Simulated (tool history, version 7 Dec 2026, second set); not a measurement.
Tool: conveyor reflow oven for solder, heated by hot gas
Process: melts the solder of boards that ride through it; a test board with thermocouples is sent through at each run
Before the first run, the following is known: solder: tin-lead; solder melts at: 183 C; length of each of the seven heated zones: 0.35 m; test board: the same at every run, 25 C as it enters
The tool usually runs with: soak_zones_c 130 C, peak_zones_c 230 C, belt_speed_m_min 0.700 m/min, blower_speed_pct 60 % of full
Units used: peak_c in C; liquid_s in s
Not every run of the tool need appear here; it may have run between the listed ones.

| run | day | soak_zones_c | peak_zones_c | belt_speed_m_min | blower_speed_pct | peak_c | liquid_s |
|---|---|---|---|---|---|---|---|
| 1 | 0.000 | 130 | 230 | 0.700 | 60 | 209.2 | 36.4 |
| 2 | 1.408 | 130 | 230 | 0.700 | 60 | 208.8 | 36.1 |
| 3 | 3.038 | 130 | 230 | 0.700 | 60 | 208.9 | 35.3 |
| 4 | 5.354 | 130 | 230 | 0.700 | 60 | 207.9 | 36.2 |
| 5 | 7.796 | 130 | 230 | 0.700 | 60 | 208.0 | 35.7 |
| 6 | 9.912 | 130 | 230 | 0.700 | 60 | 207.7 | 34.3 |
| 7 | 12.129 | 130 | 230 | 0.664 | 60 | 209.3 | 39.7 |
| 8 | 13.288 | 130 | 230 | 0.700 | 60 | 208.1 | 33.9 |
| 9 | 15.142 | 130 | 230 | 0.700 | 60 | 206.6 | 33.9 |
| 10 | 16.838 | 130 | 230 | 0.700 | 60 | 206.7 | 35.1 |
|  | 17.500 | thermocouples of zones 6 and 7 changed |
| 11 | 18.471 | 130 | 230 | 0.700 | 60 | 206.1 | 33.5 |
| 12 | 20.546 | 118 | 230 | 0.700 | 60 | 203.1 | 28.0 |
|  | 22.042 | flux residue cleaned out of gas plates and filters |
| 13 | 22.800 | 130 | 236 | 0.700 | 60 | 214.6 | 40.3 |
| 14 | 24.025 | 130 | 236 | 0.700 | 60 | 215.1 | 41.6 |
| 15 | 26.046 | 130 | 236 | 0.700 | 60 | 214.1 | 39.8 |
| 16 | 28.362 | 124 | 230 | 0.700 | 60 | 207.6 | 34.5 |
| 17 | 31.054 | 124 | 230 | 0.700 | 60 | 207.6 | 34.1 |
| 18 | 32.846 | 124 | 230 | 0.593 | 60 | 213.8 | 45.8 |
| 19 | 34.008 | 124 | 230 | 0.593 | 60 | 213.3 | 46.4 |
| 20 | 36.083 | 136 | 230 | 0.593 | 73 | 217.1 | 52.6 |
| 21 | 37.529 | 136 | 230 | 0.593 | 73 | 216.9 | 53.9 |
| 22 | 39.004 | 135 | 230 | 0.649 | 67 | 212.6 | 45.2 |
| 23 | 40.817 | 120 | 234 | 0.649 | 68 | 214.5 | 42.9 |
| 24 | 41.996 | 120 | 234 | 0.649 | 68 | 213.9 | 41.1 |
| 25 | 43.854 | 135 | 230 | 0.700 | 72 | 211.1 | 40.4 |
| 26 | 46.521 | 130 | 219 | 0.596 | 88 | 208.2 | 44.2 |
| 27 | 48.683 | 125 | 245 | 0.654 | 68 | 223.8 | 49.1 |
| 28 | 51.296 | 130 | 226 | 0.701 | 62 | 203.8 | 32.0 |
| 29 | 53.054 | 130 | 226 | 0.701 | 62 | 203.7 | 33.0 |
| 30 | 54.254 | 130 | 226 | 0.701 | 62 | 203.9 | 31.8 |
| 31 | 55.554 | 117 | 235 | 0.823 | 62 | 200.4 | 21.2 |

Forecast each of these 3 alternatives for the next run:
|  | 57.538 | flux residue cleaned out of gas plates and filters |
| A | 57.629 | 129 | 230 | 0.599 | 69 | ? | ? |
|  | 57.538 | flux residue cleaned out of gas plates and filters |
| B | 57.629 | 141 | 230 | 0.740 | 60 | ? | ? |
|  | 57.538 | flux residue cleaned out of gas plates and filters |
| C | 57.629 | 130 | 222 | 0.655 | 60 | ? | ? |

| run | peak_c | liquid_s |
|---|---|---|
| A | 217.0 | 51.0 |
| B | 210.7 | 38.9 |
| C | 206.2 | 37.3 |
Stripped of hidden state, with their random variation kept, the same runs would have yielded:
| run | peak_c | liquid_s |
|---|---|---|
| A | 215.8 | 49.6 |
| B | 209.5 | 37.6 |
| C | 205.0 | 35.7 |
